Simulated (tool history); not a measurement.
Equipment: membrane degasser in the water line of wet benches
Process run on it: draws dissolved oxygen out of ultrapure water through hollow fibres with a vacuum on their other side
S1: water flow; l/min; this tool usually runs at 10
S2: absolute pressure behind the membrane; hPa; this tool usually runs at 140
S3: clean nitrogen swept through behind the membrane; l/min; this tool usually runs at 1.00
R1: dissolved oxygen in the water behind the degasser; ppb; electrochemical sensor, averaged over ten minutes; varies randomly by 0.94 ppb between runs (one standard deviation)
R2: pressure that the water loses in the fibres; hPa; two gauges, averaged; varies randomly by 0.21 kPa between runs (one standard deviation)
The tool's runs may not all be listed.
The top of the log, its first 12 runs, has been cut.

| run | hour | S1 | S2 | S3 | R1 | R2 |
|---|---|---|---|---|---|---|
| 13 | 1062.5 | 10 | 140 | 1.00 | 264.5 | 512.0 |
| 14 | 1173.3 | 10 | 140 | 0.55 | 443.8 | 514.2 |
| 15 | 1282.4 | 12 | 140 | 1.00 | 315.8 | 612.6 |
| 16 | 1388.2 | 12 | 140 | 1.00 | 315.1 | 618.3 |
| 17 | 1494.1 | 9 | 251 | 1.17 | 400.9 | 460.0 |
| 18 | 1543.0 | 9 | 251 | 1.17 | 400.7 | 462.4 |
| 19 | 1611.6 | 11 | 251 | 1.13 | 497.1 | 569.2 |
|  | 1621.6 | vacuum gauge calibrated |
| 20 | 1662.2 | 11 | 251 | 2.09 | 290.7 | 568.7 |
| 21 | 1726.3 | 14 | 251 | 0.80 | 829.5 | 720.6 |
| 22 | 1789.5 | 10 | 119 | 0.88 | 247.9 | 514.4 |
| 23 | 1901.8 | 10 | 240 | 1.00 | 489.1 | 513.5 |

Estimate the outcome of run 24 from the log above:
|  | 1944.9 | vacuum gauge calibrated, once more |
| 24 | 2007.2 | 14 | 92 | 0.45 | ? | ? |

R1: 397.6 ppb
R2: 720.4 hPa
Had the tool carried no hidden state, the very same run would have given R1 394.3 ppb, R2 704.0 hPa.
